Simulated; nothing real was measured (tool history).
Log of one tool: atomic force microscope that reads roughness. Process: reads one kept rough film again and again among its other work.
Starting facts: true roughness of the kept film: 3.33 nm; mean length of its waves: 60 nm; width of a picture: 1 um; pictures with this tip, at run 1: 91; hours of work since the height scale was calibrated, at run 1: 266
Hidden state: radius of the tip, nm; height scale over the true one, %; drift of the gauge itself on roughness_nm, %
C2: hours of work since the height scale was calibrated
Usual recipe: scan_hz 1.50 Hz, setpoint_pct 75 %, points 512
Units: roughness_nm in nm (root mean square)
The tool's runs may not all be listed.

run 1 hour=0.0 | scan_hz=1.50 setpoint_pct=75 points=512 | pictures_with_this_tip=91 C2=266 | roughness_nm=2.778
run 2 hour=11.8 | scan_hz=1.50 setpoint_pct=75 points=718 | pictures_with_this_tip=103 C2=274 | roughness_nm=2.757
run 3 hour=19.3 | scan_hz=0.60 setpoint_pct=75 points=718 | pictures_with_this_tip=111 C2=278 | roughness_nm=2.891
run 4 hour=28.3 | scan_hz=0.60 setpoint_pct=75 points=718 | pictures_with_this_tip=120 C2=284 | roughness_nm=2.875
run 5 hour=36.8 | scan_hz=0.60 setpoint_pct=75 points=718 | pictures_with_this_tip=129 C2=290 | roughness_nm=2.864
run 6 hour=48.7 | scan_hz=1.50 setpoint_pct=75 points=332 | pictures_with_this_tip=141 C2=297 | roughness_nm=2.718
-- hour=56.4 new tip fitted
run 7 hour=59.3 | scan_hz=1.50 setpoint_pct=75 points=332 | pictures_with_this_tip=3 C2=304 | roughness_nm=2.923
-- hour=61.0 height scale calibrated on a step standard
run 8 hour=67.5 | scan_hz=0.73 setpoint_pct=67 points=385 | pictures_with_this_tip=11 C2=4 | roughness_nm=3.079
run 9 hour=74.0 | scan_hz=0.91 setpoint_pct=64 points=298 | pictures_with_this_tip=18 C2=8 | roughness_nm=3.098
run 10 hour=80.4 | scan_hz=1.50 setpoint_pct=75 points=524 | pictures_with_this_tip=24 C2=12 | roughness_nm=2.900
run 11 hour=88.6 | scan_hz=1.50 setpoint_pct=75 points=524 | pictures_with_this_tip=33 C2=18 | roughness_nm=2.899

Measured result minus the same run's result without the hidden state. Both carry the same run-to-run variation, though not necessarily the same gauge scatter:
run=1 roughness_nm=-0.171
run=2 roughness_nm=-0.188
run=3 roughness_nm=-0.211
run=4 roughness_nm=-0.225
run=5 roughness_nm=-0.238
run=6 roughness_nm=-0.246
run=7 roughness_nm=-0.013
run=8 roughness_nm=-0.030
run=9 roughness_nm=-0.040
run=10 roughness_nm=-0.047
run=11 roughness_nm=-0.063

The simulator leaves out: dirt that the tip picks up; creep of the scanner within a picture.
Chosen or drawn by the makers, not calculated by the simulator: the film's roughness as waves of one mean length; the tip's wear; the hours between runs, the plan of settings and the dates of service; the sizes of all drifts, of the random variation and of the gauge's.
